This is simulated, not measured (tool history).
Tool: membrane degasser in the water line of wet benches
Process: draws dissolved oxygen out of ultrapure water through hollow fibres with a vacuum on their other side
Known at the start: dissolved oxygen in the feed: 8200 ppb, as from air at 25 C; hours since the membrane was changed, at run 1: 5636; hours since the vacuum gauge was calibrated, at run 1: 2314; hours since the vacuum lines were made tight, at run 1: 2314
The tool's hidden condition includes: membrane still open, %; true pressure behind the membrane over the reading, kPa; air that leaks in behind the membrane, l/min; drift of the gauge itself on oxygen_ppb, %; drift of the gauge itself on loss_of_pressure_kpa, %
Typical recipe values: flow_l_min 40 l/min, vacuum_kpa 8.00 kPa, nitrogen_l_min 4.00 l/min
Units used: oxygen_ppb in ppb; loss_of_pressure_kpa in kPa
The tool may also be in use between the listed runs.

run    hour  flow_l_min  vacuum_kpa  nitrogen_l_min  hours since the membrane was changed  hours since the vacuum gauge was calibrated  hours since the vacuum lines were made tight  oxygen_ppb  loss_of_pressure_kpa
  1     0.0          40        8.00            4.00                                  5636                                         2314                                          2314       163.2                 44.50
  2   172.6          40        8.00            4.00                                  5809                                         2487                                          2487       165.1                 44.06
  3   334.8          40        8.00            4.00                                  5971                                         2649                                          2649       158.5                 44.31
  4   521.7          40        8.00           10.86                                  6158                                         2836                                          2836        95.1                 43.96
  5   723.9          40        8.00            4.00                                  6360                                         3038                                          3038       161.3                 44.02
  6   820.6          40        8.00            4.00                                  6457                                         3135                                          3135       162.2                 44.44
  7   948.8          40        8.00            4.00                                  6585                                         3263                                          3263       161.1                 44.25
  8  1096.1          40        8.00            4.00                                  6732                                         3410                                          3410       166.0                 43.93
  9  1199.4          38       10.98            4.00                                  6836                                         3514                                          3514       217.5                 41.99
 10  1287.6          38       10.98            4.00                                  6924                                         3602                                          3602       216.6                 42.14
 11  1376.2          43       10.98           10.48                                  7012                                         3691                                          3691       137.4                 47.32
 12  1502.3          38        8.00            5.02                                  7138                                         3817                                          3817       130.7                 41.93
 13  1638.3          38        8.00            5.02                                  7275                                         3953                                          3953       130.7                 41.76
 14  1770.3          38        8.00            5.02                                  7407                                         4085                                          4085       134.4                 41.91

Branching from run 14: 3 alternative next runs. What would each branch give?
  A  1935.9          60        7.22            5.02                                  7572                                         4250                                          4250           ?                     ?
  B  1935.9          26        5.37           11.96                                  7572                                         4250                                          4250           ?                     ?
  C  1935.9          40        6.76            6.53                                  7572                                         4250                                          4250           ?                     ?

run  oxygen_ppb  loss_of_pressure_kpa
  A       226.8                 66.42
  B        29.7                 28.25
  C       102.8                 44.06
Had the tool no hidden state, the same runs would have come out as:
run  oxygen_ppb  loss_of_pressure_kpa
  A       225.9                 66.32
  B        29.5                 28.21
  C       102.4                 44.00
